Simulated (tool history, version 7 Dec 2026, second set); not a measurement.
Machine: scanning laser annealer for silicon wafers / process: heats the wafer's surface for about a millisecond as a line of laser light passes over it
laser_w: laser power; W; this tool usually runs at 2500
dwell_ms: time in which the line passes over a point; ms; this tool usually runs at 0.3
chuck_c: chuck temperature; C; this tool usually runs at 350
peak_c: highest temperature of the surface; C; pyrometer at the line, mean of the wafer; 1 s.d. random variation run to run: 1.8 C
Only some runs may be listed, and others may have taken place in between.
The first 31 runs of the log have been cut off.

run	hour	laser_w	dwell_ms	chuck_c	peak_c
32	757.2	2130	0.331	356	924
33	791	2130	0.331	356	925
34	806.4	2500	0.215	376	954
35	826.7	2611	0.348	376	1130
36	848.2	2617	0.225	350	976
37	877.3	2482	0.282	365	1004
38	905.1	2412	0.343	359	1031
39	924.1	2706	0.25	362	1041
40	954.4	2746	0.228	362	1027
41	979.8	2500	0.243	315	925
42	1008	2500	0.229	315	906

Forecast each of these 3 alternatives for the next run:
A	1039.2	2386	0.3	380	?
B	1039.2	2541	0.236	388	?
C	1039.2	2622	0.231	315	?

run	peak_c
A	1008
B	997
C	944
With the hidden condition removed and each run's random variation left untouched, the same runs would have given:
run	peak_c
A	1059
B	1047
C	995
